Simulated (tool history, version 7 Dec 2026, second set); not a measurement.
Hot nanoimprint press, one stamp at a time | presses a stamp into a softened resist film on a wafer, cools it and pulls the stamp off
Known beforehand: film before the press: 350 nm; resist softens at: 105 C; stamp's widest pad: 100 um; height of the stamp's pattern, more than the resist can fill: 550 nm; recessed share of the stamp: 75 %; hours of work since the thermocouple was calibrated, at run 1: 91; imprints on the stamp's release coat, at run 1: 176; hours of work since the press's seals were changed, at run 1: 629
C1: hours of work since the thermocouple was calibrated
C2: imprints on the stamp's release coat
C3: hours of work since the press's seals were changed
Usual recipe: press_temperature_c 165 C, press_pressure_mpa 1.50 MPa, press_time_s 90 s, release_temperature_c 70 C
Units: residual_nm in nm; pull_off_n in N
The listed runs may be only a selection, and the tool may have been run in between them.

Run 1, hour 0.0: usual settings; C1 91; C2 176; C3 629. Result: residual_nm 164.8 nm, pull_off_n 203 N.
Run 2, hour 30.0: usual settings; C1 105; C2 226; C3 644. Result: residual_nm 163.5 nm, pull_off_n 198 N.
Run 3, hour 64.5: usual settings; C1 122; C2 282; C3 660. Result: residual_nm 163.7 nm, pull_off_n 211 N.
Run 4, hour 115.3: usual settings but press_pressure_mpa 1.53 MPa; C1 146; C2 366; C3 685. Result: residual_nm 165.2 nm, pull_off_n 204 N.
Run 5, hour 164.1: usual settings but press_pressure_mpa 1.53 MPa; C1 170; C2 446; C3 708. Result: residual_nm 162.8 nm, pull_off_n 201 N.
Run 6, hour 192.3: usual settings but press_temperature_c 168 C; C1 184; C2 493; C3 722. Result: residual_nm 138.4 nm, pull_off_n 207 N.
Run 7, hour 240.8: usual settings but press_temperature_c 168 C; C1 207; C2 572; C3 746. Result: residual_nm 137.0 nm, pull_off_n 202 N.
Run 8, hour 283.7: usual settings but press_temperature_c 168 C; C1 228; C2 643; C3 766. Result: residual_nm 138.3 nm, pull_off_n 206 N.
Run 9, hour 321.3: usual settings but press_temperature_c 168 C; C1 246; C2 705; C3 784. Result: residual_nm 139.7 nm, pull_off_n 212 N.
Run 10, hour 360.2: usual settings but press_temperature_c 171 C, press_pressure_mpa 2.03 MPa, press_time_s 149 s, release_temperature_c 66 C; C1 265; C2 769; C3 803. Result: residual_nm 81.2 nm, pull_off_n 232 N.
Run 11, hour 386.8: usual settings but press_temperature_c 171 C, press_pressure_mpa 2.03 MPa, press_time_s 149 s, release_temperature_c 66 C; C1 278; C2 813; C3 816. Result: residual_nm 82.0 nm, pull_off_n 233 N.
Run 12, hour 417.8: usual settings but press_temperature_c 171 C, press_pressure_mpa 2.03 MPa, press_time_s 149 s, release_temperature_c 66 C; C1 293; C2 864; C3 831. Result: residual_nm 81.4 nm, pull_off_n 232 N.
Run 13, hour 443.3: usual settings but press_pressure_mpa 1.07 MPa, press_time_s 107 s, release_temperature_c 58 C; C1 305; C2 906; C3 843. Result: residual_nm 185.5 nm, pull_off_n 282 N.
Run 14, hour 490.4: usual settings but press_temperature_c 161 C; C1 328; C2 983; C3 866. Result: residual_nm 205.1 nm, pull_off_n 213 N.
Run 15, hour 533.8: usual settings but press_temperature_c 176 C, press_pressure_mpa 2.21 MPa, press_time_s 61 s, release_temperature_c 62 C; C1 349; C2 1055; C3 887. Result: residual_nm 81.6 nm, pull_off_n 256 N.
Run 16, hour 572.6: usual settings but press_pressure_mpa 1.94 MPa, press_time_s 113 s, release_temperature_c 76 C; C1 367; C2 1118; C3 906. Result: residual_nm 131.6 nm, pull_off_n 175 N.

Alternative continuations, all from the tool just after run 16; predict every row:
At hour 579.1: plate thermocouple calibrated.
Run A, hour 606.7: usual settings but press_pressure_mpa 2.36 MPa, press_time_s 113 s, release_temperature_c 60 C; C1 13; C2 1170; C3 921. Result: residual_nm ?, pull_off_n ?.
At hour 579.1: plate thermocouple calibrated.
Run B, hour 606.7: usual settings but release_temperature_c 55 C; C1 13; C2 1170; C3 921. Result: residual_nm ?, pull_off_n ?.
At hour 579.1: plate thermocouple calibrated.
Run C, hour 606.7: usual settings but press_temperature_c 154 C; C1 13; C2 1170; C3 921. Result: residual_nm ?, pull_off_n ?.

run  residual_nm  pull_off_n
  A        118.9         261
  B        162.7         292
  C        279.1         215
Without the tool's unlogged condition, the same runs would have read:
run  residual_nm  pull_off_n
  A        118.6         259
  B        162.5         291
  C        278.9         214
